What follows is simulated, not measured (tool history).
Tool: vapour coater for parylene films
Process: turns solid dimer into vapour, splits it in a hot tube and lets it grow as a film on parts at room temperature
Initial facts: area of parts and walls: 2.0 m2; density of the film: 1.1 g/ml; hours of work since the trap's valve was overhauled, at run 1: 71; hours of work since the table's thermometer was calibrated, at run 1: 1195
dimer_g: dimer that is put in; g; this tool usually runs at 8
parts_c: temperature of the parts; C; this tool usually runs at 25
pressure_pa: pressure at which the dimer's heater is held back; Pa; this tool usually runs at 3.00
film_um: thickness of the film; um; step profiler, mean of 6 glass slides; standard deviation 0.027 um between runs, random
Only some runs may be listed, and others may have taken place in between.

run	hour	dimer_g	parts_c	pressure_pa	hours of work since the trap's valve was overhauled	hours of work since the table's thermometer was calibrated	film_um
1	0.0	8	25	3.00	71	1195	2.53
2	41.7	8	25	3.00	94	1217	2.49
3	118.8	8	25	3.00	135	1258	2.42
4	201.1	8	25	3.00	179	1302	2.47
5	279.1	8	25	3.00	220	1344	2.40
6	324.5	8	25	8.01	244	1368	2.14
7	364.7	8	25	8.01	266	1390	2.17
# hour 414.8: trap's valve overhauled
8	445.7	8	25	8.01	16	1431	2.24
9	484.8	8	25	2.89	37	1452	2.55
10	571.0	8	25	2.89	83	1498	2.49
11	656.3	5	25	3.00	129	1543	1.58
12	711.8	5	25	3.00	158	1573	1.53
13	767.6	5	25	3.00	188	1602	1.55
14	855.6	8	25	2.63	235	1649	2.49
15	937.1	8	23	3.00	279	1693	2.54
# hour 965.7: trap's valve overhauled
16	1018.7	8	24	3.00	28	1734	2.60
17	1085.1	8	24	3.00	64	1770	2.60
18	1166.0	8	25	3.00	107	1813	2.52
19	1215.8	8	25	3.00	133	1839	2.46
20	1254.3	8	25	3.00	154	1860	2.48
21	1308.2	6	24	6.48	183	1889	1.70
22	1357.7	6	24	6.48	209	1915	1.69
23	1429.7	10	24	3.41	248	1954	3.06
24	1499.2	10	22	3.93	285	1991	3.17
# hour 1514.1: trap's valve overhauled
25	1549.7	4	22	10.01	19	2015	1.22
26	1630.0	3	32	3.00	62	2058	0.73
27	1699.8	8	32	4.79	99	2096	1.85
28	1738.7	8	32	4.79	120	2116	1.86
29	1797.1	8	33	2.42	151	2147	1.99
30	1862.1	14	31	11.89	186	2182	2.98
31	1939.2	8	34	4.75	227	2223	1.65
32	1980.2	3	26	3.00	249	2245	0.87
33	2034.7	6	25	4.81	278	2274	1.71
# hour 2059.9: trap's valve overhauled
34	2089.3	4	25	3.00	16	2301	1.24
35	2154.8	8	24	3.00	51	2336	2.57
36	2227.5	5	30	11.71	89	2375	1.12
# hour 2268.0: table's thermometer calibrated
37	2280.4	5	30	11.71	117	7	1.13
38	2366.1	3	35	4.55	163	52	0.68
39	2403.4	4	29	8.08	183	72	0.98

Run 40 is up next; what results do you expect?
40	2465.2	4	29	8.08	216	105	?

{"run 40": {"film_um": 0.97}}
Take away the tool's hidden state, keep the run-to-run variation as it was, and the same run would have given film_um 1.03 um.
